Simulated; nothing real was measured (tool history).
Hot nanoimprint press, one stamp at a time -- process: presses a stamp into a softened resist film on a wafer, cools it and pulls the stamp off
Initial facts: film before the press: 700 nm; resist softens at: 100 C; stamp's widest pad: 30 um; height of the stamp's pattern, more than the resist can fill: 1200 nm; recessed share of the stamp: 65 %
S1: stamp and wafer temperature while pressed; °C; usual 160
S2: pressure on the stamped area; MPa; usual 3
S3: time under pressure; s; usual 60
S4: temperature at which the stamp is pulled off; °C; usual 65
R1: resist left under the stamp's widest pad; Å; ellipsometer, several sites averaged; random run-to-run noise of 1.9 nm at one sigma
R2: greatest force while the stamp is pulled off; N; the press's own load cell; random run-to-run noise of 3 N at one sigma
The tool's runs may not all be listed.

| run | day | S1 | S2 | S3 | S4 | R1 | R2 |
|---|---|---|---|---|---|---|---|
| 1 | 0 | 160 | 3 | 60 | 65 | 2733 | 178 |
| 2 | 0.262 | 160 | 3 | 60 | 65 | 2745 | 178 |
| 3 | 0.754 | 160 | 3 | 60 | 65 | 2708 | 183 |
| 4 | 1.275 | 160 | 3 | 60 | 65 | 2695 | 181 |
| 5 | 1.762 | 160 | 3 | 60 | 65 | 2685 | 190 |
| 6 | 2.108 | 160 | 3 | 60 | 65 | 2705 | 190 |
| 7 | 2.579 | 160 | 3 | 60 | 65 | 2715 | 190 |
| 8 | 3.15 | 160 | 3 | 60 | 65 | 2701 | 191 |
| 9 | 3.721 | 160 | 3 | 60 | 65 | 2661 | 203 |
| 10 | 4.083 | 170 | 3 | 72 | 67 | 1319 | 192 |
| 11 | 4.662 | 158 | 2.57 | 37 | 64 | 3849 | 215 |
|  | 4.812 | plate thermocouple calibrated |
| 12 | 5.246 | 169 | 2.57 | 37 | 65 | 1981 | 205 |
| 13 | 5.725 | 169 | 2.57 | 37 | 65 | 1998 | 213 |
| 14 | 6.271 | 169 | 2.57 | 37 | 65 | 1980 | 214 |
| 15 | 6.829 | 160 | 4.43 | 60 | 65 | 2149 | 208 |
|  | 7.267 | plate thermocouple calibrated, once more |
| 16 | 7.371 | 153 | 3.4 | 62 | 67 | 4260 | 232 |
|  | 7.675 | stamp cleaned and given a new release coat |
| 17 | 7.962 | 154 | 3.69 | 119 | 67 | 3071 | 133 |

Here are 5 independent what-if runs from the current tool condition. What would each one return?
| A | 8.338 | 163 | 3 | 61 | 65 | ? | ? |
| B | 8.338 | 160 | 1.99 | 41 | 65 | ? | ? |
| C | 8.338 | 163 | 3.37 | 119 | 67 | ? | ? |
| D | 8.338 | 160 | 3 | 73 | 54 | ? | ? |
| E | 8.338 | 158 | 3.69 | 69 | 67 | ? | ? |

| run | R1 | R2 |
|---|---|---|
| A | 2501 | 145 |
| B | 4077 | 144 |
| C | 1769 | 143 |
| D | 2791 | 183 |
| E | 2992 | 134 |
With the hidden condition removed and each run's random variation left untouched, the same runs would have given:
| run | R1 | R2 |
|---|---|---|
| A | 2471 | 141 |
| B | 4052 | 140 |
| C | 1744 | 139 |
| D | 2759 | 178 |
| E | 2951 | 130 |
